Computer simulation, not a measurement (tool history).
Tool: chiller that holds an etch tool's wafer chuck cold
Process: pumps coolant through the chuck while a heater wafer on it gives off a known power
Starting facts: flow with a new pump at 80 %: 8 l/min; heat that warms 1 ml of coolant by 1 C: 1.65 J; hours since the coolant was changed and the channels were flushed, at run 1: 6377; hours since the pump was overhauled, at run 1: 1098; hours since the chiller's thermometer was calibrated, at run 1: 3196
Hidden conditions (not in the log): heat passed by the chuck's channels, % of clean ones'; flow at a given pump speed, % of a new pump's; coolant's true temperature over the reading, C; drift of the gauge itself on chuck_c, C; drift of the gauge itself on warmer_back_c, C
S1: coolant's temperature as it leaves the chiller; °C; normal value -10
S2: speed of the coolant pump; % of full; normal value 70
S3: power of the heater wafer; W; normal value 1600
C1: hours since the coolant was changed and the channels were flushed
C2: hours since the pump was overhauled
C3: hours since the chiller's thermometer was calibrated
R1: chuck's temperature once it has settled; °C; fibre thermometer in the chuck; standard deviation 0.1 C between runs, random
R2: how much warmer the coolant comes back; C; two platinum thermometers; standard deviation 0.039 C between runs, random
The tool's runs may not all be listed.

Run 1, hour 0: usual settings; C1 6377; C2 1098; C3 3196. Result: R1 16.9 °C, R2 8.37 C.
Run 2, hour 139.8: usual settings; C1 6516; C2 1237; C3 3335. Result: R1 16.9 °C, R2 8.43 C.
Run 3, hour 250.1: usual settings; C1 6627; C2 1348; C3 3446. Result: R1 17.1 °C, R2 8.47 C.
Run 4, hour 388.9: usual settings; C1 6766; C2 1486; C3 3585. Result: R1 17.3 °C, R2 8.5 C.
Run 5, hour 469.3: usual settings but S2 67 % of full; C1 6846; C2 1567; C3 3665. Result: R1 18.3 °C, R2 8.79 C.
At hour 532.7: coolant changed, channels flushed.
Run 6, hour 538: usual settings but S2 67 % of full; C1 5; C2 1629; C3 3728. Result: R1 13 °C, R2 8.87 C.
Run 7, hour 684.4: usual settings but S2 67 % of full; C1 152; C2 1776; C3 3874. Result: R1 13.1 °C, R2 8.81 C.
Run 8, hour 806.2: usual settings but S2 67 % of full; C1 273; C2 1898; C3 3996. Result: R1 13.2 °C, R2 8.91 C.
Run 9, hour 920.4: usual settings; C1 388; C2 2012; C3 4110. Result: R1 12.7 °C, R2 8.58 C.
Run 10, hour 1050.5: usual settings but S1 -16 °C; C1 518; C2 2142; C3 4240. Result: R1 6.5 °C, R2 8.56 C.
Run 11, hour 1150.1: usual settings but S1 -16 °C; C1 617; C2 2242; C3 4340. Result: R1 6.7 °C, R2 8.64 C.
Run 12, hour 1263.2: usual settings; C1 730; C2 2355; C3 4453. Result: R1 12.8 °C, R2 8.59 C.
Run 13, hour 1352.9: usual settings; C1 820; C2 2444; C3 4542. Result: R1 12.9 °C, R2 8.63 C.
Run 14, hour 1481: usual settings but S2 99 % of full; C1 948; C2 2572; C3 4671. Result: R1 7.7 °C, R2 6.22 C.
Run 15, hour 1587.9: usual settings but S2 99 % of full; C1 1055; C2 2679; C3 4777. Result: R1 7.6 °C, R2 6.26 C.
At hour 1734: chiller's thermometer calibrated.
Run 16, hour 1734: usual settings but S2 99 % of full; C1 1200; C2 2825; C3 0. Result: R1 8.5 °C, R2 6.22 C.
Run 17, hour 1816.2: usual settings but S1 -7 °C, S2 99 % of full, S3 2190 W; C1 1282; C2 2907; C3 82. Result: R1 18.6 °C, R2 8.45 C.
Run 18, hour 1888.4: usual settings but S1 -16 °C, S3 1421 W; C1 1355; C2 2979; C3 154. Result: R1 5.7 °C, R2 7.68 C.
Run 19, hour 2039.6: usual settings but S1 -17 °C, S3 1018 W; C1 1506; C2 3130; C3 306. Result: R1 -1.5 °C, R2 5.58 C.
Run 20, hour 2186.7: usual settings but S2 87 % of full; C1 1653; C2 3277; C3 453. Result: R1 10.8 °C, R2 7.15 C.
Run 21, hour 2327.7: usual settings but S2 87 % of full; C1 1794; C2 3418; C3 594. Result: R1 10.8 °C, R2 7.07 C.
Run 22, hour 2415: usual settings but S1 -3 °C, S2 74 % of full; C1 1881; C2 3505; C3 681. Result: R1 20.7 °C, R2 8.29 C.
Run 23, hour 2544.8: usual settings but S1 -3 °C, S2 74 % of full; C1 2011; C2 3635; C3 811. Result: R1 20.7 °C, R2 8.37 C.
Run 24, hour 2690.8: usual settings but S2 75 % of full; C1 2157; C2 3781; C3 957. Result: R1 13.7 °C, R2 8.29 C.
Run 25, hour 2774.4: usual settings but S2 75 % of full; C1 2241; C2 3865; C3 1040. Result: R1 13.6 °C, R2 8.32 C.
Run 26, hour 2843.9: usual settings but S1 -11 °C; C1 2310; C2 3934; C3 1110. Result: R1 13.9 °C, R2 8.9 C.
Run 27, hour 2963.1: usual settings but S1 -11 °C, S3 1281 W; C1 2429; C2 4054; C3 1229. Result: R1 9.1 °C, R2 7.1 C.
Run 28, hour 3028.8: usual settings but S1 -11 °C, S3 1281 W; C1 2495; C2 4119; C3 1295. Result: R1 9.3 °C, R2 7.13 C.
Run 29, hour 3110.9: usual settings but S1 -20 °C, S2 62 % of full, S3 1281 W; C1 2577; C2 4201; C3 1377. Result: R1 2.2 °C, R2 8.01 C.
Run 30, hour 3200.7: usual settings but S1 -11 °C, S2 71 % of full, S3 2263 W; C1 2667; C2 4291; C3 1467. Result: R1 24.6 °C, R2 12.43 C.
Run 31, hour 3321.5: usual settings but S1 -13 °C, S2 71 % of full, S3 2263 W; C1 2788; C2 4412; C3 1587. Result: R1 22.9 °C, R2 12.55 C.
Run 32, hour 3402.1: usual settings but S1 -20 °C, S2 86 % of full, S3 2112 W; C1 2868; C2 4493; C3 1668. Result: R1 9.1 °C, R2 9.68 C.

Describe how what the log doesn't record of the tool's condition differs between the last listed run preceding each entry between runs and the first listed run following it.
After run 5, before run 6: coolant changed, channels flushed (hour 532.7)
  heat passed by the chuck's channels, % of clean ones': 77.1 -> 99.5; flow at a given pump speed, % of a new pump's: 97.7 -> 97.6; coolant's true temperature over the reading, C: -0.6 -> -0.61
  difference, measured minus the result without the unlogged condition, R1: +5.3 -> -0.1 °C; R2: +0.2 -> +0.21 C
After run 15, before run 16: chiller's thermometer calibrated (hour 1734)
  heat passed by the chuck's channels, % of clean ones': 95.8 -> 95.3; flow at a given pump speed, % of a new pump's: 95.7 -> 95.5; coolant's true temperature over the reading, C: -0.79 -> 0.06
  difference, measured minus the result without the unlogged condition, R1: +0.4 -> +1.4 °C; R2: +0.26 -> +0.29 C

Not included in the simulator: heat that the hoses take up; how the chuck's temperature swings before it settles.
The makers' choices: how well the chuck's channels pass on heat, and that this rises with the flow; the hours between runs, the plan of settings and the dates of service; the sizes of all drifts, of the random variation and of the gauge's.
